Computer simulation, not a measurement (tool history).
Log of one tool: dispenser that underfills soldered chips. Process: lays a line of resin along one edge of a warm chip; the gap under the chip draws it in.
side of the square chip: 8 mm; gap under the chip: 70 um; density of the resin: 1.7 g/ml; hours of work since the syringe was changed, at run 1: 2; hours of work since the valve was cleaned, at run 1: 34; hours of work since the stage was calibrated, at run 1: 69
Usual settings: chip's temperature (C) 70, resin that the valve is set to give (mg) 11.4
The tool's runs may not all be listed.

run   hour  chip's temperature (C)  resin that the valve is set to give (mg)  hours of work since the syringe was changed  hours of work since the valve was cleaned  hours of work since the stage was calibrated  time until the resin shows at the far edge (s)  resin that the valve gave (mg)
  1      0                      70                                      11.4                                            2                                         34                                            69                                            37.8                              11
  2    8.1                      70                                      11.4                                            7                                         39                                            74                                            54.5                           10.95
      11.2  -- new syringe of resin
  3   14.6                      70                                      11.4                                            2                                         43                                            78                                            37.3                           10.93
      25.8  -- new syringe of resin
        28  -- dispensing valve cleaned and set on the balance
  4   29.1                      70                                      11.4                                            1                                          1                                            86                                            35.7                           11.27
  5   37.6                      70                                      11.4                                            7                                          6                                            91                                            54.6                           11.19
      42.3  -- new syringe of resin
  6   48.6                      70                                      11.4                                            4                                         12                                            97                                            44.6                           11.21
      57.2  -- new syringe of resin
  7     62                      70                                      11.4                                            3                                         20                                           105                                            39.8                           11.21
  8     68                      70                                      11.4                                            7                                         24                                           109                                            52.5                           11.22
      72.9  -- new syringe of resin
  9   79.9                      70                                      11.4                                            4                                         31                                           116                                            45.8                           11.18
      88.2  -- new syringe of resin
 10     90                      70                                      11.4                                            1                                         37                                           122                                            35.5                           11.02
 11   98.8                      81                                      11.4                                            6                                         42                                           127                                              37                           10.98
     103.6  -- new syringe of resin
 12  110.3                      81                                      11.4                                            4                                         49                                           134                                            30.2                           10.98
     113.5  -- dispensing valve cleaned and set on the balance
 13  118.7                      70                                      11.4                                            9                                          3                                           139                                            62.4                           11.32
     120.2  -- new syringe of resin
 14  125.5                      70                                       9.9                                            3                                          7                                           143                                            43.4                            9.82
     134.7  -- new syringe of resin
 15  136.8                      70                                       9.9                                            1                                         14                                           149                                            36.9                            9.76
 16  146.7                      70                                       9.9                                            7                                         20                                           155                                              59                            9.72
     149.6  -- new syringe of resin
 17  160.6                      55                                      11.4                                            7                                         28                                           164                                            97.6                           11.06
     164.2  -- new syringe of resin
 18  168.4                      55                                      11.4                                            3                                         33                                           168                                            69.6                           11.06
 19  177.1                      59                                      10.1                                            8                                         38                                           174                                            91.8                            9.75
     179.7  -- new syringe of resin
 20  187.8                      58                                       9.8                                            5                                         44                                           180                                            79.1                            9.48
       195  -- new syringe of resin
 21    195                      56                                        11                                            0                                         48                                           184                                            55.7                           10.59
     199.3  -- dispensing valve cleaned and set on the balance
 22  205.3                      65                                      11.4                                            6                                          4                                           190                                            62.4                           11.38
     210.6  -- new syringe of resin
 23  218.5                      56                                      12.3                                            5                                         11                                           198                                            79.9                           12.18
     225.2  -- new syringe of resin
 24  232.4                      61                                      10.3                                            4                                         20                                           206                                            65.5                           10.15
     239.9  -- new syringe of resin
 25  246.4                      61                                      10.3                                            4                                         28                                           214                                            63.5                            9.99
     254.4  -- new syringe of resin
 26  257.6                      65                                      12.4                                            2                                         35                                           221                                            44.6                           12.05
 27    264                      72                                      12.2                                            6                                         39                                           225                                            48.3                           11.77
       269  -- new syringe of resin
 28    273                      72                                      12.2                                            2                                         44                                           230                                            37.3                           11.79
 29  279.8                      72                                      13.8                                            7                                         48                                           234                                              50                           13.09
     284.4  -- new syringe of resin
     285.4  -- dispensing valve cleaned and set on the balance
 30    293                      72                                      13.8                                            5                                          5                                           241                                              45                           13.72
     300.3  -- new syringe of resin
 31  304.8                      70                                      10.4                                            3                                         12                                           248                                            41.6                           10.26
     314.8  -- new syringe of resin
 32  315.7                      76                                      11.1                                            1                                         18                                           255                                            29.6                           11.06
     329.8  -- new syringe of resin
 33  329.8                      70                                      10.7                                            0                                         26                                           263                                            34.6                           10.53
 34  343.2                      70                                      10.7                                            8                                         35                                           271                                            64.9                           10.39

5 ways to go on from here, each from the tool as it stands after run 34. What would each give?
     344.2  -- new syringe of resin
  A   353                      70                                      11.4                                            5                                         40                                           277                                               ?                               ?
     344.2  -- new syringe of resin
  B   353                      60                                      10.8                                            5                                         40                                           277                                               ?                               ?
     344.2  -- new syringe of resin
  C   353                      78                                      11.6                                            5                                         40                                           277                                               ?                               ?
     344.2  -- new syringe of resin
  D   353                      64                                      11.4                                            5                                         40                                           277                                               ?                               ?
     344.2  -- new syringe of resin
  E   353                      62                                      10.9                                            5                                         40                                           277                                               ?                               ?

run  time until the resin shows at the far edge (s)  resin that the valve gave (mg)
  A                                            50.9                           11.07
  B                                            74.3                           10.47
  C                                            38.7                           11.22
  D                                              64                           10.98
  E                                            69.1                           10.52
Without the tool's hidden state the same runs would have given:
run  time until the resin shows at the far edge (s)  resin that the valve gave (mg)
  A                                            30.6                           11.44
  B                                            44.3                           10.82
  C                                            23.3                           11.59
  D                                            38.7                           11.35
  E                                            41.3                           10.87
